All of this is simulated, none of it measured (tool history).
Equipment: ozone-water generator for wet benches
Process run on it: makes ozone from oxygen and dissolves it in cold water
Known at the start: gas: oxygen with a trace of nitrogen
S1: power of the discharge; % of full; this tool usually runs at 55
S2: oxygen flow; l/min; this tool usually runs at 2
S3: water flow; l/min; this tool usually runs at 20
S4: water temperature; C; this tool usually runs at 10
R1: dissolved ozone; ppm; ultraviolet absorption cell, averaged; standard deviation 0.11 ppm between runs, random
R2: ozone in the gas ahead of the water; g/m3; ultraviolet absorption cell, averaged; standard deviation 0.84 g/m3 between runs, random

run	hour	S1	S2	S3	S4	R1	R2
1	0	55	2	20	10	8.9	131.5
2	125.4	55	2	20	10	8.8	132.2
3	252.1	55	2	20	10	8.8	130.9
4	406	55	2	20	10	9	129.3
# hour 464: contactor cleaned
5	530.6	55	2	20	10	9	129.3
6	623.6	55	2	20	10	8.8	131.4
# hour 732.7: water thermometer calibrated
7	738.8	55	2	20	10	8.9	129.3
8	837.4	55	2	20	10	8.9	130.2
9	977.4	55	2	20	10	8.9	129.1
10	1097.4	55	3.41	20	10	10.5	100.4
11	1243.2	55	3.41	20	16	9.7	100.6
12	1407.1	55	3.41	20	16	9.5	99.7
13	1522.2	55	1.71	20	10	8.3	138
14	1660.4	55	1.71	20	10	8	135.9
15	1816.3	55	1.71	20	10	8.3	136.7
16	1981.6	55	2	20	10	8.6	125.2
17	2134.7	55	2	22	10	7.7	124.7
18	2293.7	95	2	26	10	10	199.5
19	2398	95	2	26	10	10	199.5
20	2548	41	1.76	15	10	8.6	102.9
21	2664.9	55	2	22	17	7.2	123.8
22	2746.9	84	2	20	10	11.8	177.1
23	2905.7	84	2	20	10	11.8	177.7
24	3035.4	84	2	20	10	11.5	172.8
25	3137	84	1.58	20	9	10.9	192.5
26	3261.1	53	1.02	20	9	6.3	162.2
27	3408.7	53	1.02	20	13	6.2	161.5
28	3491	55	1.49	20	9	7.6	140.7
29	3603.5	76	1.7	23	9	8.6	168.4
30	3766.3	54	3.6	14	7	13.4	89.7
31	3881.7	67	3.6	14	11	14.7	105.2
32	3993.5	55	1.89	20	15	7.3	122
33	4079.6	70	1.22	20	10	8.1	185

Alternative continuations, all from the tool just after run 33; predict every row:
# hour 4202.9: contactor cleaned
A	4212.9	70	3.56	26	10	?	?
# hour 4202.9: contactor cleaned
B	4212.9	50	1.09	20	10	?	?
# hour 4202.9: contactor cleaned
C	4212.9	55	2	22	10	?	?

run	R1	R2
A	9	110.3
B	5.9	145.4
C	7.4	120
What these runs would have given with no unlogged condition in the tool:
run	R1	R2
A	10.5	128.5
B	6.6	162.2
C	8.4	135.5
